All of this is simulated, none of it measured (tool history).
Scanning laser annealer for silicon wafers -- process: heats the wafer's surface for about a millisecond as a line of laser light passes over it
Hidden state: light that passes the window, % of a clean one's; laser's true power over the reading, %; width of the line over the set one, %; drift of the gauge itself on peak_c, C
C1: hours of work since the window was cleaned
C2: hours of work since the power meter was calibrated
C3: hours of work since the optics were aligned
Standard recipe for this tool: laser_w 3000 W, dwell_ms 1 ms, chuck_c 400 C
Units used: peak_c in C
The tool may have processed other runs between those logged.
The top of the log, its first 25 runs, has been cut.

run 26 day=13.638 | laser_w=3030 dwell_ms=1.09 chuck_c=374 | C1=486 C2=356 C3=94 | peak_c=1137
run 27 day=14.375 | laser_w=3030 dwell_ms=1.09 chuck_c=374 | C1=496 C2=366 C3=104 | peak_c=1138
run 28 day=14.717 | laser_w=3000 dwell_ms=0.96 chuck_c=400 | C1=500 C2=370 C3=109 | peak_c=1102
run 29 day=15.208 | laser_w=3000 dwell_ms=0.96 chuck_c=400 | C1=507 C2=376 C3=115 | peak_c=1101
run 30 day=15.579 | laser_w=3000 dwell_ms=0.96 chuck_c=400 | C1=512 C2=381 C3=120 | peak_c=1101
run 31 day=16.171 | laser_w=2655 dwell_ms=1.04 chuck_c=391 | C1=519 C2=389 C3=128 | peak_c=1044
run 32 day=16.742 | laser_w=2902 dwell_ms=1.21 chuck_c=400 | C1=527 C2=397 C3=135 | peak_c=1172
run 33 day=17.396 | laser_w=2758 dwell_ms=0.7 chuck_c=364 | C1=536 C2=405 C3=144 | peak_c=905
run 34 day=18.029 | laser_w=3209 dwell_ms=0.7 chuck_c=390 | C1=544 C2=414 C3=152 | peak_c=1018
run 35 day=18.592 | laser_w=2995 dwell_ms=1 chuck_c=394 | C1=551 C2=421 C3=160 | peak_c=1113
run 36 day=19.121 | laser_w=3000 dwell_ms=1.24 chuck_c=376 | C1=558 C2=428 C3=167 | peak_c=1185
run 37 day=19.758 | laser_w=3000 dwell_ms=1.24 chuck_c=376 | C1=567 C2=437 C3=175 | peak_c=1185
run 38 day=20.438 | laser_w=3293 dwell_ms=0.91 chuck_c=400 | C1=576 C2=446 C3=184 | peak_c=1143
run 39 day=20.988 | laser_w=2853 dwell_ms=1.12 chuck_c=421 | C1=583 C2=453 C3=191 | peak_c=1147
run 40 day=21.3 | laser_w=3000 dwell_ms=1 chuck_c=415 | C1=587 C2=457 C3=195 | peak_c=1129
run 41 day=21.954 | laser_w=2651 dwell_ms=0.71 chuck_c=421 | C1=596 C2=466 C3=204 | peak_c=944

Here are 3 independent what-if runs from the current tool condition. What would each one return?
run A day=22.638 | laser_w=2614 dwell_ms=0.71 chuck_c=421 | C1=605 C2=475 C3=213 | peak_c=?
run B day=22.638 | laser_w=2962 dwell_ms=0.71 chuck_c=421 | C1=605 C2=475 C3=213 | peak_c=?
run C day=22.638 | laser_w=3000 dwell_ms=0.85 chuck_c=400 | C1=605 C2=475 C3=213 | peak_c=?

run=A peak_c=937
run=B peak_c=1002
run=C peak_c=1052
The same runs, with their run-to-run variation unchanged, on a tool lacking any hidden condition would have given:
run=A peak_c=962
run=B peak_c=1030
run=C peak_c=1084
